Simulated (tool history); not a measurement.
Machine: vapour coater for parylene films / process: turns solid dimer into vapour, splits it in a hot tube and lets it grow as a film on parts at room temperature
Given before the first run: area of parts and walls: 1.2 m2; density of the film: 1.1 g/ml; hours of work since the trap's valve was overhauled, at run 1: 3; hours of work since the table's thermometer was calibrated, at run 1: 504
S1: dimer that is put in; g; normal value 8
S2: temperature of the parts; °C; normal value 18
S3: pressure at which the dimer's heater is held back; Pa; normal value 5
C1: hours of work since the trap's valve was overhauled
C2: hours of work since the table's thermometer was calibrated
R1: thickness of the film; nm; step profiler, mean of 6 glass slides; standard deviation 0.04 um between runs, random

run     day  S1  S2    S3   C1   C2    R1
  1       0   8  18     5    3  504  4200
  2   0.742   8  18     5   17  518  4190
  3   1.283   8  18     5   27  528  4260
  4   1.758   8  18     5   36  537  4170
  5   2.296   8  18     5   46  547  4180
  6   3.075   8  10     5   60  561  4950
  7   3.654   8  10     5   71  572  4860
  8    4.25   8  10     5   82  583  4830
  9   4.879   8  10     5   94  595  4740
 10   5.662   8  10     5  108  609  4770
 11   6.425   8  10     5  122  623  4780
 12   6.879   9  18     5  131  632  4580
 13    7.65  12  12  5.22  145  646  6780
 14   8.242   8  18  2.82  156  657  4310
 15   8.879   8  18  4.64  168  669  4070
 16   9.617   8  30  5.14  182  683  3090
 17   10.25   5  13  2.21  193  694  3000
 18  10.612   6  13  2.21  200  701  3750
 19  11.146   6  13  2.21  210  711  3670
 20  11.483   6  13   4.7  216  717  3320
 21  12.238  10  14  2.58  230  731  5760
 22  12.888   6  18     5  242  743  2890
 23  13.346   6  18     5  251  752  2900
 24   14.05   6  18  7.94  264  765  2740

Predict each of these 4 candidate next runs independently; none follows another, all start after run 24:
  A  14.775   3  18  4.35  277  778   ?
  B  14.775   8  25     5  277  778   ?
  C  14.775   6  16  4.24  277  778   ?
  D  14.775  12  13  4.89  277  778   ?

run    R1
  A  1480
  B  3310
  C  3040
  D  6340
Without the tool's unlogged condition, the same runs would have read:
run    R1
  A  1650
  B  3700
  C  3390
  D  7080

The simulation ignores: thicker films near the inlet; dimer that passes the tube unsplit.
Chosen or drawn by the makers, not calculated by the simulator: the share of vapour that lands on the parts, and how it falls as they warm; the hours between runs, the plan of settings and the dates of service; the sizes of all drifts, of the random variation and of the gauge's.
